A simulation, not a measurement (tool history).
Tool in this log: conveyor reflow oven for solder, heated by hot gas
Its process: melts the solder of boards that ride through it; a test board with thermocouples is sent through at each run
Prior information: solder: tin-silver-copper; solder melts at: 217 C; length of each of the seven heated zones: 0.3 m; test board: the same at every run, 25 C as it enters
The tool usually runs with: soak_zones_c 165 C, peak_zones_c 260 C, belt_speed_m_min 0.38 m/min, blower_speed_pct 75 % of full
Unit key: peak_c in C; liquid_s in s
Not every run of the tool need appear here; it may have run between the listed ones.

run 1 day=0 | soak_zones_c=165 peak_zones_c=260 belt_speed_m_min=0.38 blower_speed_pct=75 | peak_c=249.9 liquid_s=67.9
run 2 day=0.267 | soak_zones_c=165 peak_zones_c=260 belt_speed_m_min=0.38 blower_speed_pct=75 | peak_c=250.7 liquid_s=69.7
run 3 day=0.646 | soak_zones_c=165 peak_zones_c=260 belt_speed_m_min=0.38 blower_speed_pct=75 | peak_c=251.1 liquid_s=68.4
run 4 day=1.067 | soak_zones_c=165 peak_zones_c=260 belt_speed_m_min=0.38 blower_speed_pct=75 | peak_c=249.8 liquid_s=68.2
run 5 day=1.492 | soak_zones_c=165 peak_zones_c=260 belt_speed_m_min=0.38 blower_speed_pct=53 | peak_c=246 liquid_s=64
run 6 day=1.883 | soak_zones_c=165 peak_zones_c=260 belt_speed_m_min=0.38 blower_speed_pct=75 | peak_c=250.1 liquid_s=68.2
run 7 day=2.2 | soak_zones_c=165 peak_zones_c=260 belt_speed_m_min=0.38 blower_speed_pct=75 | peak_c=250.6 liquid_s=68.5
run 8 day=2.625 | soak_zones_c=165 peak_zones_c=268 belt_speed_m_min=0.38 blower_speed_pct=75 | peak_c=257.7 liquid_s=74.7
run 9 day=2.95 | soak_zones_c=171 peak_zones_c=268 belt_speed_m_min=0.38 blower_speed_pct=75 | peak_c=258 liquid_s=77.5
run 10 day=3.317 | soak_zones_c=171 peak_zones_c=268 belt_speed_m_min=0.38 blower_speed_pct=75 | peak_c=257.6 liquid_s=78.1
run 11 day=3.788 | soak_zones_c=171 peak_zones_c=268 belt_speed_m_min=0.38 blower_speed_pct=75 | peak_c=257.9 liquid_s=78.1
run 12 day=4.075 | soak_zones_c=165 peak_zones_c=260 belt_speed_m_min=0.352 blower_speed_pct=75 | peak_c=251.6 liquid_s=75.9
-- day=4.317 flux residue cleaned out of gas plates and filters
run 13 day=4.704 | soak_zones_c=165 peak_zones_c=253 belt_speed_m_min=0.331 blower_speed_pct=75 | peak_c=245.1 liquid_s=77.1
run 14 day=5.171 | soak_zones_c=165 peak_zones_c=260 belt_speed_m_min=0.322 blower_speed_pct=83 | peak_c=252.9 liquid_s=87.4
run 15 day=5.533 | soak_zones_c=165 peak_zones_c=260 belt_speed_m_min=0.322 blower_speed_pct=83 | peak_c=254.1 liquid_s=88
-- day=5.796 flux residue cleaned out of gas plates and filters, once more
run 16 day=6.1 | soak_zones_c=165 peak_zones_c=260 belt_speed_m_min=0.322 blower_speed_pct=83 | peak_c=255.1 liquid_s=89.9
run 17 day=6.392 | soak_zones_c=165 peak_zones_c=260 belt_speed_m_min=0.322 blower_speed_pct=83 | peak_c=255.4 liquid_s=89.6
run 18 day=6.671 | soak_zones_c=165 peak_zones_c=260 belt_speed_m_min=0.322 blower_speed_pct=83 | peak_c=254.1 liquid_s=89.9
run 19 day=7.262 | soak_zones_c=165 peak_zones_c=254 belt_speed_m_min=0.322 blower_speed_pct=52 | peak_c=244.2 liquid_s=77.7
run 20 day=7.658 | soak_zones_c=165 peak_zones_c=253 belt_speed_m_min=0.38 blower_speed_pct=74 | peak_c=244 liquid_s=64.7
run 21 day=7.933 | soak_zones_c=165 peak_zones_c=260 belt_speed_m_min=0.323 blower_speed_pct=68 | peak_c=253.5 liquid_s=87.5
run 22 day=8.429 | soak_zones_c=165 peak_zones_c=260 belt_speed_m_min=0.323 blower_speed_pct=68 | peak_c=253 liquid_s=86.1
run 23 day=8.896 | soak_zones_c=165 peak_zones_c=260 belt_speed_m_min=0.38 blower_speed_pct=56 | peak_c=247.4 liquid_s=65.7
run 24 day=9.433 | soak_zones_c=165 peak_zones_c=260 belt_speed_m_min=0.38 blower_speed_pct=56 | peak_c=247.9 liquid_s=65.2

Consider 4 possible next runs. They are alternatives, not a sequence: every one starts from the tool as it was left by run 24. What does each give?
run A day=9.817 | soak_zones_c=165 peak_zones_c=260 belt_speed_m_min=0.38 blower_speed_pct=72 | peak_c=? liquid_s=?
run B day=9.817 | soak_zones_c=165 peak_zones_c=251 belt_speed_m_min=0.38 blower_speed_pct=72 | peak_c=? liquid_s=?
run C day=9.817 | soak_zones_c=152 peak_zones_c=260 belt_speed_m_min=0.314 blower_speed_pct=56 | peak_c=? liquid_s=?
run D day=9.817 | soak_zones_c=167 peak_zones_c=260 belt_speed_m_min=0.38 blower_speed_pct=71 | peak_c=? liquid_s=?

run=A peak_c=251 liquid_s=69.9
run=B peak_c=241.4 liquid_s=61.2
run=C peak_c=250.5 liquid_s=79.9
run=D peak_c=249.9 liquid_s=71.1
Without the tool's hidden state the same runs would have given:
run=A peak_c=252.3 liquid_s=70.6
run=B peak_c=242.7 liquid_s=62.3
run=C peak_c=251.7 liquid_s=80.6
run=D peak_c=251.1 liquid_s=71.8

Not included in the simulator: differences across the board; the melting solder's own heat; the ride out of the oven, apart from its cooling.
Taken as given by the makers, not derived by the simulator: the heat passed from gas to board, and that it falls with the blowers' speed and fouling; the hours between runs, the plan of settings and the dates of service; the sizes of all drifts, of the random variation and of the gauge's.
